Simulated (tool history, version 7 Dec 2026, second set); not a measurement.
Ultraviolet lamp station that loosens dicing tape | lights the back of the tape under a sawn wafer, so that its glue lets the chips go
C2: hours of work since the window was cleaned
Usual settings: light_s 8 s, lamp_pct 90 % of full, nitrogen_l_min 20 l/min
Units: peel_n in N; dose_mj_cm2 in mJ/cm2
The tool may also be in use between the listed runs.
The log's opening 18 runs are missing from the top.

run 19 hour=595.5 | light_s=14 lamp_pct=62 nitrogen_l_min=23 | hours_of_work_of_the_lamp=1015 C2=77 | peel_n=0.529 dose_mj_cm2=318
run 20 hour=637.4 | light_s=14 lamp_pct=62 nitrogen_l_min=23 | hours_of_work_of_the_lamp=1035 C2=97 | peel_n=0.546 dose_mj_cm2=319
run 21 hour=677.4 | light_s=14 lamp_pct=62 nitrogen_l_min=23 | hours_of_work_of_the_lamp=1054 C2=116 | peel_n=0.53 dose_mj_cm2=310
run 22 hour=700.2 | light_s=7 lamp_pct=97 nitrogen_l_min=11 | hours_of_work_of_the_lamp=1064 C2=126 | peel_n=1.837 dose_mj_cm2=248
run 23 hour=740.6 | light_s=7 lamp_pct=97 nitrogen_l_min=11 | hours_of_work_of_the_lamp=1083 C2=145 | peel_n=1.738 dose_mj_cm2=244
run 24 hour=764.5 | light_s=7 lamp_pct=97 nitrogen_l_min=11 | hours_of_work_of_the_lamp=1094 C2=156 | peel_n=1.722 dose_mj_cm2=235
run 25 hour=809.6 | light_s=7 lamp_pct=97 nitrogen_l_min=11 | hours_of_work_of_the_lamp=1115 C2=177 | peel_n=1.795 dose_mj_cm2=236
run 26 hour=859.6 | light_s=8 lamp_pct=72 nitrogen_l_min=20 | hours_of_work_of_the_lamp=1139 C2=201 | peel_n=1.588 dose_mj_cm2=206
run 27 hour=884.9 | light_s=8 lamp_pct=72 nitrogen_l_min=20 | hours_of_work_of_the_lamp=1151 C2=213 | peel_n=1.609 dose_mj_cm2=205
run 28 hour=935 | light_s=7 lamp_pct=77 nitrogen_l_min=7 | hours_of_work_of_the_lamp=1174 C2=236 | peel_n=3.412 dose_mj_cm2=190
run 29 hour=972.5 | light_s=7 lamp_pct=87 nitrogen_l_min=7 | hours_of_work_of_the_lamp=1192 C2=254 | peel_n=2.835 dose_mj_cm2=210
run 30 hour=1011.1 | light_s=8 lamp_pct=74 nitrogen_l_min=21 | hours_of_work_of_the_lamp=1210 C2=272 | peel_n=1.52 dose_mj_cm2=202
run 31 hour=1033.8 | light_s=8 lamp_pct=74 nitrogen_l_min=21 | hours_of_work_of_the_lamp=1220 C2=282 | peel_n=1.544 dose_mj_cm2=199
run 32 hour=1084.5 | light_s=8 lamp_pct=74 nitrogen_l_min=21 | hours_of_work_of_the_lamp=1244 C2=306 | peel_n=1.545 dose_mj_cm2=199
run 33 hour=1122.4 | light_s=8 lamp_pct=74 nitrogen_l_min=21 | hours_of_work_of_the_lamp=1262 C2=324 | peel_n=1.619 dose_mj_cm2=199
run 34 hour=1151.1 | light_s=8 lamp_pct=74 nitrogen_l_min=21 | hours_of_work_of_the_lamp=1275 C2=337 | peel_n=1.612 dose_mj_cm2=197

Run 35 comes next. What will it give?
run 35 hour=1180.1 | light_s=9 lamp_pct=90 nitrogen_l_min=20 | hours_of_work_of_the_lamp=1289 C2=351 | peel_n=? dose_mj_cm2=?

Run 35 yielded peel_n 0.868 N, dose_mj_cm2 273 mJ/cm2.
Without the tool's hidden state the same run would have given peel_n 0.416 N, dose_mj_cm2 372 mJ/cm2.
